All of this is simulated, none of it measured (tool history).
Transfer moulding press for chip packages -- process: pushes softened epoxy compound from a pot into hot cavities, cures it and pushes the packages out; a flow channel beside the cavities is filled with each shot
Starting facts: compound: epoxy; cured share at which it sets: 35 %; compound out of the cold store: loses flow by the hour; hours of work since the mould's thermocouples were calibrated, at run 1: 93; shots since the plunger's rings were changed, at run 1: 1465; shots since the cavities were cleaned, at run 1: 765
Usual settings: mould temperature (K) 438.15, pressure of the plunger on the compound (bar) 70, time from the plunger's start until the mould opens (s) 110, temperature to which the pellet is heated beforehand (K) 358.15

| run | hour | mould temperature (K) | pressure of the plunger on the compound (bar) | time from the plunger's start until the mould opens (s) | temperature to which the pellet is heated beforehand (K) | hours of work since the mould's thermocouples were calibrated | shots since the plunger's rings were changed | shots since the cavities were cleaned | incoming compound's hours out of the cold store | length that the compound runs in the flow channel (mm) | greatest force on the pins that push the packages out (N) |
|---|---|---|---|---|---|---|---|---|---|---|---|
| 1 | 0 | 438.15 | 70 | 110 | 358.15 | 93 | 1465 | 765 | 8.9 | 1021 | 420 |
|  | 25.4 | cavities cleaned with cleaning compound and waxed |
| 2 | 58.9 | 438.15 | 70 | 110 | 358.15 | 124 | 1952 | 284 | 9.5 | 1021 | 411 |
| 3 | 101.2 | 438.15 | 70 | 110 | 358.15 | 146 | 2312 | 644 | 35.8 | 872 | 382 |
|  | 137.6 | cavities cleaned with cleaning compound and waxed |
| 4 | 174.3 | 438.15 | 70 | 110 | 358.15 | 185 | 2921 | 312 | 12.8 | 998 | 396 |
| 5 | 208.3 | 438.15 | 70 | 110 | 358.15 | 203 | 3210 | 601 | 29.6 | 906 | 392 |
| 6 | 240.7 | 443.15 | 70 | 110 | 358.15 | 221 | 3486 | 877 | 24.2 | 913 | 329 |
|  | 249.9 | cavities cleaned with cleaning compound and waxed |
| 7 | 305.3 | 443.15 | 70 | 110 | 358.15 | 255 | 4022 | 471 | 13 | 972 | 330 |
| 8 | 336.4 | 443.15 | 70 | 110 | 358.15 | 271 | 4287 | 736 | 36.6 | 854 | 331 |
|  | 362.2 | cavities cleaned with cleaning compound and waxed |
| 9 | 406.7 | 443.15 | 70 | 110 | 358.15 | 308 | 4871 | 378 | 27.3 | 896 | 328 |
|  | 465.9 | plunger's sealing rings changed |
|  | 478.9 | cavities cleaned with cleaning compound and waxed |
| 10 | 483.2 | 443.15 | 70 | 99 | 358.15 | 347 | 135 | 37 | 39.9 | 843 | 344 |
| 11 | 536.9 | 438.15 | 70 | 110 | 358.15 | 376 | 591 | 493 | 15.8 | 975 | 408 |
| 12 | 573.2 | 438.15 | 70 | 106 | 358.15 | 396 | 900 | 802 | 22.9 | 942 | 440 |
|  | 592.4 | cavities cleaned with cleaning compound and waxed |
| 13 | 645 | 438.15 | 70 | 106 | 358.15 | 434 | 1497 | 446 | 40 | 857 | 395 |
| 14 | 701.6 | 437.15 | 70 | 110 | 358.15 | 464 | 1979 | 928 | 37.7 | 867 | 417 |
|  | 706.3 | cavities cleaned with cleaning compound and waxed |
| 15 | 774.7 | 438.15 | 70 | 92 | 357.15 | 503 | 2587 | 581 | 28.9 | 917 | 544 |
| 16 | 811.5 | 438.15 | 70 | 92 | 357.15 | 522 | 2900 | 894 | 15.6 | 981 | 582 |
|  | 818.4 | cavities cleaned with cleaning compound and waxed |
| 17 | 862.3 | 437.15 | 56.4 | 129 | 351.15 | 549 | 3319 | 372 | 15.2 | 893 | 340 |
| 18 | 913.7 | 438.15 | 75.7 | 144 | 358.15 | 577 | 3757 | 810 | 37.6 | 901 | 305 |
|  | 932.7 | cavities cleaned with cleaning compound and waxed |
| 19 | 955.4 | 438.15 | 75.7 | 144 | 358.15 | 598 | 4099 | 193 | 46.3 | 863 | 311 |
| 20 | 1026.1 | 438.15 | 75.7 | 142 | 358.15 | 636 | 4699 | 793 | 9 | 1063 | 324 |
|  | 1045.9 | cavities cleaned with cleaning compound and waxed |
| 21 | 1082 | 438.15 | 58.2 | 111 | 358.15 | 666 | 5162 | 307 | 34.9 | 805 | 373 |
|  | 1106.4 | plunger's sealing rings changed |
|  | 1119.3 | mould's thermocouples calibrated |
| 22 | 1149.6 | 444.15 | 70 | 90 | 358.15 | 16 | 350 | 843 | 17 | 948 | 385 |
|  | 1164.4 | cavities cleaned with cleaning compound and waxed |
| 23 | 1215.3 | 444.15 | 55.1 | 119 | 350.15 | 51 | 896 | 433 | 8.4 | 884 | 317 |
| 24 | 1261.9 | 436.15 | 52.1 | 110 | 357.15 | 76 | 1292 | 829 | 26.1 | 802 | 423 |
|  | 1276.8 | cavities cleaned with cleaning compound and waxed |
| 25 | 1327 | 436.15 | 52.1 | 92 | 362.15 | 110 | 1833 | 427 | 14 | 861 | 688 |
| 26 | 1376.1 | 442.15 | 72.6 | 150 | 368.15 | 137 | 2250 | 844 | 32.9 | 890 | 293 |
|  | 1389.9 | cavities cleaned with cleaning compound and waxed |
| 27 | 1426.6 | 440.15 | 73 | 128 | 363.15 | 163 | 2667 | 312 | 10.5 | 1025 | 316 |

How the hidden state differs across the entries between the runs, from the last listed run before each to the first after it:
Logged between run 1 and run 2: cavities cleaned with cleaning compound and waxed (hour 25.4)
  pressure that reaches the compound, % of what is set: 99.89 -> 99.86; grip of the stained cavities, % over clean ones': 1.6 -> 1
  what was measured, less what the result would be without the hidden state, greatest force on the pins that push the packages out (N): +7 -> +4
Logged between run 3 and run 4: cavities cleaned with cleaning compound and waxed (hour 137.6)
  pressure that reaches the compound, % of what is set: 99.83 -> 99.79; grip of the stained cavities, % over clean ones': 1.5 -> 1
  what was measured, less what the result would be without the hidden state, greatest force on the pins that push the packages out (N): +6 -> +4
Logged between run 6 and run 7: cavities cleaned with cleaning compound and waxed (hour 249.9)
  pressure that reaches the compound, % of what is set: 99.75 -> 99.72; grip of the stained cavities, % over clean ones': 1.7 -> 1.3
  what was measured, less what the result would be without the hidden state, greatest force on the pins that push the packages out (N): +6 -> +5
Logged between run 8 and run 9: cavities cleaned with cleaning compound and waxed (hour 362.2)
  pressure that reaches the compound, % of what is set: 99.7 -> 99.65; grip of the stained cavities, % over clean ones': 1.6 -> 1.2
  what was measured, less what the result would be without the hidden state, greatest force on the pins that push the packages out (N): +5 -> +4
Logged between run 9 and run 10: plunger's sealing rings changed (hour 465.9); cavities cleaned with cleaning compound and waxed (hour 478.9)
  pressure that reaches the compound, % of what is set: 99.65 -> 99.97; grip of the stained cavities, % over clean ones': 1.2 -> 0.2
  what was measured, less what the result would be without the hidden state, greatest force on the pins that push the packages out (N): +4 -> +0
Logged between run 12 and run 13: cavities cleaned with cleaning compound and waxed (hour 592.4)
  pressure that reaches the compound, % of what is set: 99.91 -> 99.87; grip of the stained cavities, % over clean ones': 1.6 -> 1.3
  what was measured, less what the result would be without the hidden state, greatest force on the pins that push the packages out (N): +7 -> +5
Logged between run 14 and run 15: cavities cleaned with cleaning compound and waxed (hour 706.3)
  pressure that reaches the compound, % of what is set: 99.83 -> 99.79; grip of the stained cavities, % over clean ones': 1.7 -> 1.4
  what was measured, less what the result would be without the hidden state, greatest force on the pins that push the packages out (N): +7 -> +8
Logged between run 16 and run 17: cavities cleaned with cleaning compound and waxed (hour 818.4)
  pressure that reaches the compound, % of what is set: 99.77 -> 99.74; grip of the stained cavities, % over clean ones': 1.7 -> 1.1
  what was measured, less what the result would be without the hidden state, greatest force on the pins that push the packages out (N): +9 -> +3
Logged between run 18 and run 19: cavities cleaned with cleaning compound and waxed (hour 932.7)
  pressure that reaches the compound, % of what is set: 99.71 -> 99.69; grip of the stained cavities, % over clean ones': 1.7 -> 0.7
  what was measured, less what the result would be without the hidden state, greatest force on the pins that push the packages out (N): +5 -> +2
Logged between run 20 and run 21: cavities cleaned with cleaning compound and waxed (hour 1045.9)
  pressure that reaches the compound, % of what is set: 99.65 -> 99.62; grip of the stained cavities, % over clean ones': 1.6 -> 1
  what was measured, less what the result would be without the hidden state, greatest force on the pins that push the packages out (N): +5 -> +4
Logged between run 21 and run 22: plunger's sealing rings changed (hour 1106.4); mould's thermocouples calibrated (hour 1119.3)
  pressure that reaches the compound, % of what is set: 99.62 -> 99.96; grip of the stained cavities, % over clean ones': 1 -> 1.7
  what was measured, less what the result would be without the hidden state, greatest force on the pins that push the packages out (N): +4 -> +7
Logged between run 22 and run 23: cavities cleaned with cleaning compound and waxed (hour 1164.4)
  pressure that reaches the compound, % of what is set: 99.96 -> 99.93; grip of the stained cavities, % over clean ones': 1.7 -> 1.3
  what was measured, less what the result would be without the hidden state, greatest force on the pins that push the packages out (N): +7 -> +4
Logged between run 24 and run 25: cavities cleaned with cleaning compound and waxed (hour 1276.8)
  true mould temperature over the reading, C: 0.01 -> 0.02; pressure that reaches the compound, % of what is set: 99.9 -> 99.86; grip of the stained cavities, % over clean ones': 1.7 -> 1.2
  what was measured, less what the result would be without the hidden state, greatest force on the pins that push the packages out (N): +6 -> +7
Logged between run 26 and run 27: cavities cleaned with cleaning compound and waxed (hour 1389.9)
  pressure that reaches the compound, % of what is set: 99.84 -> 99.81; grip of the stained cavities, % over clean ones': 1.6 -> 1.1
  what was measured, less what the result would be without the hidden state, greatest force on the pins that push the packages out (N): +5 -> +3
